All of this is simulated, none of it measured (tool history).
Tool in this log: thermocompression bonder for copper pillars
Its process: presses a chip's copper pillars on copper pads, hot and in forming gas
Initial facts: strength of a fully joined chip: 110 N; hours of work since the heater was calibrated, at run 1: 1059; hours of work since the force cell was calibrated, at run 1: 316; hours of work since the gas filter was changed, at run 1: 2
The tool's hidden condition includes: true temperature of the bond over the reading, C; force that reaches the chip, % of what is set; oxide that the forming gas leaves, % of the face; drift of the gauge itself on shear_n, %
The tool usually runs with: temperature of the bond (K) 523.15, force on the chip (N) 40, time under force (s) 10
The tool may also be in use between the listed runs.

run	hour	temperature of the bond (K)	force on the chip (N)	time under force (s)	hours of work since the heater was calibrated	hours of work since the force cell was calibrated	hours of work since the gas filter was changed	force that shears a chip off (N)
1	0	523.15	40	10	1059	316	2	63.4
2	20.4	523.15	40	10	1072	329	15	63.6
3	52.7	523.15	40	10	1093	350	35	63.9
4	80.1	523.15	40	10	1110	367	53	63.7
5	95.3	523.15	40	10	1120	377	62	63.9
6	125.8	523.15	40	10	1139	396	82	63.5
7	140	523.15	40	10	1148	405	91	63.3
# hour 150.1: heater calibrated with a thermocouple chip
8	159	523.15	40	10	6	416	102	63.8
9	184.1	523.15	40	10	22	432	117	63.3
10	216.6	528.15	40	10	42	452	138	67
11	239	537.15	40	10	56	467	152	74.1
12	265.1	537.15	40	10	73	483	169	73.8
13	298.7	537.15	40	10	94	504	190	73.9
14	331.3	537.15	40	10	115	525	211	73.6
15	350.2	537.15	40	10	127	537	223	73.9
16	368.6	537.15	40	10	139	549	235	73.9
17	386.8	537.15	40	10	150	560	246	74.2
18	405.9	537.15	40	10	162	572	258	74.1
19	438.5	537.15	40	10	183	593	279	73.8
20	463.7	537.15	40	10	199	609	295	74.3
# hour 471: forming gas filter changed
21	491	514.15	40	10	216	626	13	56.6
22	526	512.15	29	7	238	648	35	35
23	559.6	512.15	29	7	260	670	56	35.4
24	592.4	512.15	29	7	280	690	77	34.9
25	616.3	512.15	29	7	295	706	92	35.2
26	650.3	514.15	54	5	317	727	114	58.7
27	678.2	514.15	54	5	335	745	131	58.5
28	709.2	514.15	54	5	354	765	151	58.6
29	738.1	514.15	40	5	373	783	169	44.3
30	762.4	514.15	40	5	388	798	185	44.1
31	790.8	530.15	56	19	406	816	203	96.7
32	815.1	523.15	40	16	422	832	218	72.8
33	840	552.15	36	20	437	848	234	91.1
34	872.9	536.15	40	20	458	868	255	86
35	896	536.15	40	16	473	883	270	82
36	923.8	536.15	40	16	491	901	287	81.7
37	939.7	536.15	40	16	501	911	297	81.9
# hour 942.8: forming gas filter changed
38	954.7	503.15	58	14	510	920	8	74.2
39	974.3	550.15	39	27	522	932	20	97.3

Describe how what the log doesn't record of the tool's condition differs between the last listed run preceding each entry between runs and the first listed run following it.
Between runs 7 and 8: heater calibrated with a thermocouple chip (hour 150.1)
  true temperature of the bond over the reading, C: 0.1 -> 0; oxide that the forming gas leaves, % of the face: 0.56 -> 0.57
Between runs 20 and 21: forming gas filter changed (hour 471)
  oxide that the forming gas leaves, % of the face: 0.7 -> 0.51
Between runs 37 and 38: forming gas filter changed (hour 942.8)
  oxide that the forming gas leaves, % of the face: 0.7 -> 0.51

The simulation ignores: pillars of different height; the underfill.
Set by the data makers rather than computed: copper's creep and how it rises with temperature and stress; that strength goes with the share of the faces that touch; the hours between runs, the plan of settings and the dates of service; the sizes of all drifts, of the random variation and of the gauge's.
